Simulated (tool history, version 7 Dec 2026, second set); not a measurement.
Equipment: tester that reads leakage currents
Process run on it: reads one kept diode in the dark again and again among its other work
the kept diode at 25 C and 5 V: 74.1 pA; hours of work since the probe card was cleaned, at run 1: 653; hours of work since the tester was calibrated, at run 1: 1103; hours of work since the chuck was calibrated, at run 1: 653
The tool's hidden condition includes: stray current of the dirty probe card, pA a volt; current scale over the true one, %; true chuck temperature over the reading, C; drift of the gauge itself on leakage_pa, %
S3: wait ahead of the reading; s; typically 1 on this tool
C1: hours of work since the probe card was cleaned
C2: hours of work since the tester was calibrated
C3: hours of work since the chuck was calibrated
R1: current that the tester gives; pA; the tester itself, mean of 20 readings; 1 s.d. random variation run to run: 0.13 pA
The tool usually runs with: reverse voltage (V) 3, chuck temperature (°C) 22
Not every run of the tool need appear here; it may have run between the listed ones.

{"run": 1, "day": 0.0, "reverse voltage (V)": 3, "chuck temperature (°C)": 22, "S3": 1, "C1": 653, "C2": 1103, "C3": 653, "R1": 43.03}
{"run": 2, "day": 5.796, "reverse voltage (V)": 3, "chuck temperature (°C)": 22, "S3": 1, "C1": 742, "C2": 1192, "C3": 742, "R1": 43.44}
{"run": 3, "day": 11.567, "reverse voltage (V)": 2.49, "chuck temperature (°C)": 22, "S3": 1, "C1": 831, "C2": 1281, "C3": 831, "R1": 38.3}
{"run": 4, "day": 18.65, "reverse voltage (V)": 2.49, "chuck temperature (°C)": 22, "S3": 1, "C1": 940, "C2": 1389, "C3": 940, "R1": 38.35}
{"run": 5, "day": 22.233, "reverse voltage (V)": 3, "chuck temperature (°C)": 22, "S3": 1, "C1": 995, "C2": 1444, "C3": 995, "R1": 43.47}
{"run": 6, "day": 28.896, "reverse voltage (V)": 3, "chuck temperature (°C)": 22, "S3": 0.46, "C1": 1097, "C2": 1547, "C3": 1097, "R1": 44.54}
{"run": 7, "day": 31.862, "reverse voltage (V)": 3, "chuck temperature (°C)": 22, "S3": 0.46, "C1": 1143, "C2": 1592, "C3": 1143, "R1": 44.96}
{"day": 32.588, "done": "chuck's temperature calibrated"}
{"run": 8, "day": 38.979, "reverse voltage (V)": 3, "chuck temperature (°C)": 23, "S3": 0.46, "C1": 1251, "C2": 1700, "C3": 98, "R1": 47.69}
{"run": 9, "day": 42.904, "reverse voltage (V)": 3, "chuck temperature (°C)": 23, "S3": 0.46, "C1": 1311, "C2": 1761, "C3": 159, "R1": 47.75}
{"day": 48.392, "done": "chuck's temperature calibrated, once more"}
{"run": 10, "day": 49.579, "reverse voltage (V)": 3, "chuck temperature (°C)": 23, "S3": 0.46, "C1": 1412, "C2": 1862, "C3": 18, "R1": 51.83}
{"run": 11, "day": 53.721, "reverse voltage (V)": 9.09, "chuck temperature (°C)": 21, "S3": 2.75, "C1": 1476, "C2": 1926, "C3": 82, "R1": 87.35}
{"run": 12, "day": 60.071, "reverse voltage (V)": 1.25, "chuck temperature (°C)": 24, "S3": 1.33, "C1": 1573, "C2": 2023, "C3": 179, "R1": 31.29}
{"run": 13, "day": 66.233, "reverse voltage (V)": 3.9, "chuck temperature (°C)": 45, "S3": 4.87, "C1": 1668, "C2": 2118, "C3": 274, "R1": 388.59}
{"run": 14, "day": 72.312, "reverse voltage (V)": 3.88, "chuck temperature (°C)": 21, "S3": 6.02, "C1": 1761, "C2": 2211, "C3": 367, "R1": 50.22}
{"run": 15, "day": 77.321, "reverse voltage (V)": 5.66, "chuck temperature (°C)": 40, "S3": 8.15, "C1": 1838, "C2": 2288, "C3": 444, "R1": 320.45}
{"run": 16, "day": 81.421, "reverse voltage (V)": 5.66, "chuck temperature (°C)": 40, "S3": 8.15, "C1": 1901, "C2": 2351, "C3": 507, "R1": 318.28}

Table of differences, measured result less the result of that run with no hidden state. Run-to-run variation is the same in both. Gauge scatter possibly is not:
run=1 R1=+1.18
run=2 R1=+1.31
run=3 R1=+1.06
run=4 R1=+1.17
run=5 R1=+1.6
run=6 R1=+1.71
run=7 R1=+1.78
run=8 R1=+0.53
run=9 R1=+0.62
run=10 R1=+4.71
run=11 R1=+14.57
run=12 R1=+1.92
run=13 R1=+2.97
run=14 R1=+6.74
run=15 R1=+5.39
run=16 R1=+4.85
